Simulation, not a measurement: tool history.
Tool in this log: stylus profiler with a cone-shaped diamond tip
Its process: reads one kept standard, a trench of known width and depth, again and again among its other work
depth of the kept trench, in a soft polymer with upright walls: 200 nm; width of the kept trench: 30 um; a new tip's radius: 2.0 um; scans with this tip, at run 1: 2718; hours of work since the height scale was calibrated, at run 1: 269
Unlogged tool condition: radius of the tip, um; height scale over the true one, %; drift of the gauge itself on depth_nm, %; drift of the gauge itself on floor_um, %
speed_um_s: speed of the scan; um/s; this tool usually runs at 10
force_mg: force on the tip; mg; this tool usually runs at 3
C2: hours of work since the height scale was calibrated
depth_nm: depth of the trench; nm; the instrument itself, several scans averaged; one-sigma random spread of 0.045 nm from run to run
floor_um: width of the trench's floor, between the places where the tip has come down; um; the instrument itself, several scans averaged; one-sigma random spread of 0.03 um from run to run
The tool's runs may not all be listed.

{"run": 1, "hour": 0.0, "speed_um_s": 10, "force_mg": 3, "scans with this tip": 2718, "C2": 269, "depth_nm": 201.91, "floor_um": 28.02}
{"run": 2, "hour": 13.2, "speed_um_s": 2, "force_mg": 3, "scans with this tip": 2781, "C2": 275, "depth_nm": 201.79, "floor_um": 28.05}
{"run": 3, "hour": 23.2, "speed_um_s": 2, "force_mg": 3, "scans with this tip": 2828, "C2": 280, "depth_nm": 201.85, "floor_um": 28.01}
{"run": 4, "hour": 40.3, "speed_um_s": 10, "force_mg": 1.89, "scans with this tip": 2910, "C2": 288, "depth_nm": 201.37, "floor_um": 27.95}
{"run": 5, "hour": 55.6, "speed_um_s": 10, "force_mg": 1.89, "scans with this tip": 2984, "C2": 295, "depth_nm": 201.27, "floor_um": 27.91}
{"run": 6, "hour": 68.7, "speed_um_s": 10, "force_mg": 1.89, "scans with this tip": 3046, "C2": 302, "depth_nm": 201.24, "floor_um": 27.92}
{"run": 7, "hour": 87.2, "speed_um_s": 10, "force_mg": 1.89, "scans with this tip": 3135, "C2": 310, "depth_nm": 201.29, "floor_um": 27.93}
{"run": 8, "hour": 107.7, "speed_um_s": 10, "force_mg": 1.89, "scans with this tip": 3233, "C2": 320, "depth_nm": 201.32, "floor_um": 27.9}
{"run": 9, "hour": 119.9, "speed_um_s": 10, "force_mg": 1.89, "scans with this tip": 3291, "C2": 326, "depth_nm": 201.33, "floor_um": 27.99}
{"run": 10, "hour": 137.4, "speed_um_s": 10, "force_mg": 3, "scans with this tip": 3374, "C2": 334, "depth_nm": 201.81, "floor_um": 27.95}
{"run": 11, "hour": 149.2, "speed_um_s": 10, "force_mg": 1.16, "scans with this tip": 3431, "C2": 340, "depth_nm": 200.92, "floor_um": 27.9}
{"run": 12, "hour": 161.0, "speed_um_s": 6, "force_mg": 1.16, "scans with this tip": 3487, "C2": 345, "depth_nm": 200.84, "floor_um": 27.93}
{"run": 13, "hour": 169.5, "speed_um_s": 6, "force_mg": 1.16, "scans with this tip": 3528, "C2": 349, "depth_nm": 200.88, "floor_um": 27.9}
{"run": 14, "hour": 181.5, "speed_um_s": 10, "force_mg": 2.18, "scans with this tip": 3585, "C2": 355, "depth_nm": 201.37, "floor_um": 27.92}
{"run": 15, "hour": 197.9, "speed_um_s": 10, "force_mg": 2.18, "scans with this tip": 3663, "C2": 363, "depth_nm": 201.43, "floor_um": 27.89}
{"run": 16, "hour": 216.8, "speed_um_s": 10, "force_mg": 2.18, "scans with this tip": 3754, "C2": 372, "depth_nm": 201.36, "floor_um": 27.93}
{"run": 17, "hour": 235.6, "speed_um_s": 39, "force_mg": 3, "scans with this tip": 3844, "C2": 381, "depth_nm": 201.76, "floor_um": 27.82}
{"run": 18, "hour": 248.7, "speed_um_s": 39, "force_mg": 3, "scans with this tip": 3906, "C2": 387, "depth_nm": 201.71, "floor_um": 27.81}
{"run": 19, "hour": 269.0, "speed_um_s": 31, "force_mg": 3, "scans with this tip": 4004, "C2": 396, "depth_nm": 201.8, "floor_um": 27.84}
{"run": 20, "hour": 285.6, "speed_um_s": 12, "force_mg": 3, "scans with this tip": 4083, "C2": 404, "depth_nm": 201.74, "floor_um": 27.88}
{"run": 21, "hour": 298.1, "speed_um_s": 7, "force_mg": 3, "scans with this tip": 4143, "C2": 410, "depth_nm": 201.83, "floor_um": 27.86}
{"run": 22, "hour": 306.6, "speed_um_s": 10, "force_mg": 3, "scans with this tip": 4184, "C2": 414, "depth_nm": 201.78, "floor_um": 27.86}
{"run": 23, "hour": 327.1, "speed_um_s": 10, "force_mg": 3, "scans with this tip": 4281, "C2": 424, "depth_nm": 201.68, "floor_um": 27.92}
{"run": 24, "hour": 336.3, "speed_um_s": 16, "force_mg": 1.1, "scans with this tip": 4325, "C2": 428, "depth_nm": 200.8, "floor_um": 27.82}
{"run": 25, "hour": 347.0, "speed_um_s": 15, "force_mg": 8.38, "scans with this tip": 4376, "C2": 433, "depth_nm": 203.73, "floor_um": 27.86}
{"run": 26, "hour": 361.3, "speed_um_s": 3, "force_mg": 4.92, "scans with this tip": 4445, "C2": 440, "depth_nm": 202.56, "floor_um": 27.88}
{"run": 27, "hour": 371.0, "speed_um_s": 3, "force_mg": 4.92, "scans with this tip": 4491, "C2": 445, "depth_nm": 202.59, "floor_um": 27.89}
{"run": 28, "hour": 391.3, "speed_um_s": 3, "force_mg": 4.92, "scans with this tip": 4588, "C2": 454, "depth_nm": 202.53, "floor_um": 27.94}
{"run": 29, "hour": 404.4, "speed_um_s": 3, "force_mg": 4.92, "scans with this tip": 4651, "C2": 461, "depth_nm": 202.5, "floor_um": 27.89}
{"run": 30, "hour": 416.3, "speed_um_s": 11, "force_mg": 4.83, "scans with this tip": 4708, "C2": 466, "depth_nm": 202.57, "floor_um": 27.83}
{"run": 31, "hour": 432.5, "speed_um_s": 11, "force_mg": 4.83, "scans with this tip": 4785, "C2": 474, "depth_nm": 202.57, "floor_um": 27.81}
{"run": 32, "hour": 449.0, "speed_um_s": 6, "force_mg": 7.6, "scans with this tip": 4864, "C2": 482, "depth_nm": 203.49, "floor_um": 27.83}
{"run": 33, "hour": 458.6, "speed_um_s": 6, "force_mg": 7.6, "scans with this tip": 4910, "C2": 486, "depth_nm": 203.5, "floor_um": 27.84}
{"run": 34, "hour": 477.4, "speed_um_s": 6, "force_mg": 7.6, "scans with this tip": 5000, "C2": 495, "depth_nm": 203.51, "floor_um": 27.85}
{"run": 35, "hour": 492.7, "speed_um_s": 6, "force_mg": 7.6, "scans with this tip": 5073, "C2": 502, "depth_nm": 203.36, "floor_um": 27.81}
{"run": 36, "hour": 512.1, "speed_um_s": 40, "force_mg": 1.5, "scans with this tip": 5166, "C2": 511, "depth_nm": 200.96, "floor_um": 27.64}
{"run": 37, "hour": 532.1, "speed_um_s": 40, "force_mg": 1.5, "scans with this tip": 5261, "C2": 521, "depth_nm": 200.96, "floor_um": 27.61}
{"run": 38, "hour": 549.0, "speed_um_s": 27, "force_mg": 3.32, "scans with this tip": 5342, "C2": 529, "depth_nm": 201.81, "floor_um": 27.73}
{"run": 39, "hour": 557.9, "speed_um_s": 22, "force_mg": 1.23, "scans with this tip": 5385, "C2": 533, "depth_nm": 200.75, "floor_um": 27.73}
{"run": 40, "hour": 570.4, "speed_um_s": 3, "force_mg": 1.53, "scans with this tip": 5444, "C2": 539, "depth_nm": 200.92, "floor_um": 27.86}
{"run": 41, "hour": 585.9, "speed_um_s": 6, "force_mg": 1.86, "scans with this tip": 5519, "C2": 546, "depth_nm": 201.17, "floor_um": 27.8}
{"run": 42, "hour": 605.0, "speed_um_s": 20, "force_mg": 2.38, "scans with this tip": 5610, "C2": 555, "depth_nm": 201.53, "floor_um": 27.75}
{"run": 43, "hour": 617.2, "speed_um_s": 4, "force_mg": 1.02, "scans with this tip": 5668, "C2": 561, "depth_nm": 200.74, "floor_um": 27.82}

Run by run, hidden condition taken away, random variation retained:
run=1 depth_nm=202.05 floor_um=28.26
run=2 depth_nm=201.93 floor_um=28.29
run=3 depth_nm=202 floor_um=28.26
run=4 depth_nm=201.52 floor_um=28.2
run=5 depth_nm=201.43 floor_um=28.16
run=6 depth_nm=201.39 floor_um=28.18
run=7 depth_nm=201.45 floor_um=28.2
run=8 depth_nm=201.49 floor_um=28.17
run=9 depth_nm=201.5 floor_um=28.27
run=10 depth_nm=201.99 floor_um=28.24
run=11 depth_nm=201.1 floor_um=28.19
run=12 depth_nm=201.02 floor_um=28.22
run=13 depth_nm=201.07 floor_um=28.2
run=14 depth_nm=201.55 floor_um=28.22
run=15 depth_nm=201.62 floor_um=28.2
run=16 depth_nm=201.55 floor_um=28.24
run=17 depth_nm=201.96 floor_um=28.13
run=18 depth_nm=201.91 floor_um=28.13
run=19 depth_nm=202.01 floor_um=28.17
run=20 depth_nm=201.96 floor_um=28.21
run=21 depth_nm=202.05 floor_um=28.2
run=22 depth_nm=202 floor_um=28.2
run=23 depth_nm=201.9 floor_um=28.27
run=24 depth_nm=201.03 floor_um=28.16
run=25 depth_nm=203.96 floor_um=28.21
run=26 depth_nm=202.79 floor_um=28.24
run=27 depth_nm=202.82 floor_um=28.25
run=28 depth_nm=202.77 floor_um=28.3
run=29 depth_nm=202.75 floor_um=28.26
run=30 depth_nm=202.82 floor_um=28.21
run=31 depth_nm=202.82 floor_um=28.2
run=32 depth_nm=203.75 floor_um=28.22
run=33 depth_nm=203.76 floor_um=28.23
run=34 depth_nm=203.77 floor_um=28.25
run=35 depth_nm=203.63 floor_um=28.21
run=36 depth_nm=201.23 floor_um=28.05
run=37 depth_nm=201.24 floor_um=28.03
run=38 depth_nm=202.09 floor_um=28.14
run=39 depth_nm=201.03 floor_um=28.15
run=40 depth_nm=201.2 floor_um=28.29
run=41 depth_nm=201.45 floor_um=28.23
run=42 depth_nm=201.82 floor_um=28.19
run=43 depth_nm=201.03 floor_um=28.26
